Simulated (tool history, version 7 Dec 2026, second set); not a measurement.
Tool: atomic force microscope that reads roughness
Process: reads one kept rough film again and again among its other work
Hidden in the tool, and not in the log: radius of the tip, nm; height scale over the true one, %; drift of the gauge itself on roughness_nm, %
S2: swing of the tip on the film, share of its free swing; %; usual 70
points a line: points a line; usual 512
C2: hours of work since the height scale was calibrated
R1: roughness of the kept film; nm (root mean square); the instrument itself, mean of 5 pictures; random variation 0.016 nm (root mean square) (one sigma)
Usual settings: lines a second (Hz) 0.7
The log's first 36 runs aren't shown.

Run 37, day 9.488: usual settings but lines a second (Hz) 2.176; pictures with this tip 105; C2 351. Result: R1 3.303 nm (root mean square).
Run 38, day 9.842: usual settings but lines a second (Hz) 1.082, S2 81 %, points a line 529; pictures with this tip 114; C2 356. Result: R1 3.345 nm (root mean square).
Run 39, day 10.096: usual settings but lines a second (Hz) 0.615, S2 71 %, points a line 436; pictures with this tip 121; C2 360. Result: R1 3.465 nm (root mean square).
Run 40, day 10.288: usual settings but lines a second (Hz) 1.477, S2 58 %, points a line 322; pictures with this tip 126; C2 362. Result: R1 3.42 nm (root mean square).
Run 41, day 10.583: usual settings but lines a second (Hz) 0.722, S2 58 %, points a line 417; pictures with this tip 133; C2 367. Result: R1 3.446 nm (root mean square).
Run 42, day 10.875: usual settings but lines a second (Hz) 0.722, S2 58 %, points a line 417; pictures with this tip 141; C2 371. Result: R1 3.424 nm (root mean square).
Run 43, day 11.096: usual settings but lines a second (Hz) 0.72, S2 68 %, points a line 401; pictures with this tip 146; C2 374. Result: R1 3.392 nm (root mean square).
Run 44, day 11.267: usual settings but lines a second (Hz) 1.409, S2 68 %, points a line 401; pictures with this tip 151; C2 377. Result: R1 3.312 nm (root mean square).
Run 45, day 11.454: usual settings but lines a second (Hz) 1.7, S2 88 %, points a line 815; pictures with this tip 156; C2 379. Result: R1 3.005 nm (root mean square).
Run 46, day 11.654: usual settings but S2 79 %, points a line 259; pictures with this tip 161; C2 382. Result: R1 3.265 nm (root mean square).
Run 47, day 11.921: usual settings but lines a second (Hz) 0.712, S2 67 %, points a line 259; pictures with this tip 168; C2 386. Result: R1 3.335 nm (root mean square).
Run 48, day 12.196: usual settings but lines a second (Hz) 1.513, points a line 687; pictures with this tip 175; C2 390. Result: R1 3.228 nm (root mean square).
Run 49, day 12.562: usual settings but lines a second (Hz) 1.513, points a line 687; pictures with this tip 184; C2 395. Result: R1 3.215 nm (root mean square).
Run 50, day 12.754: usual settings but lines a second (Hz) 3.316, S2 61 %, points a line 651; pictures with this tip 189; C2 398. Result: R1 3.175 nm (root mean square).
Run 51, day 13.017: usual settings but lines a second (Hz) 3.316, S2 61 %, points a line 651; pictures with this tip 196; C2 402. Result: R1 3.138 nm (root mean square).
Run 52, day 13.354: usual settings but lines a second (Hz) 3.316, S2 61 %, points a line 651; pictures with this tip 205; C2 407. Result: R1 3.113 nm (root mean square).

Forecast each of these 4 alternatives for the next run:
Run A, day 13.729: usual settings but S2 82 %; pictures with this tip 214; C2 412. Result: R1 ?.
Run B, day 13.729: usual settings but lines a second (Hz) 3.316, S2 87 %, points a line 651; pictures with this tip 214; C2 412. Result: R1 ?.
Run C, day 13.729: usual settings but lines a second (Hz) 0.551, S2 87 %, points a line 651; pictures with this tip 214; C2 412. Result: R1 ?.
Run D, day 13.729: usual settings but lines a second (Hz) 1.591, S2 78 %, points a line 486; pictures with this tip 214; C2 412. Result: R1 ?.

run     R1
  A  3.167
  B  2.617
  C  3.162
  D  3.038
Without the tool's hidden state the same runs would have given:
run     R1
  A  3.745
  B  3.095
  C   3.74
  D  3.595

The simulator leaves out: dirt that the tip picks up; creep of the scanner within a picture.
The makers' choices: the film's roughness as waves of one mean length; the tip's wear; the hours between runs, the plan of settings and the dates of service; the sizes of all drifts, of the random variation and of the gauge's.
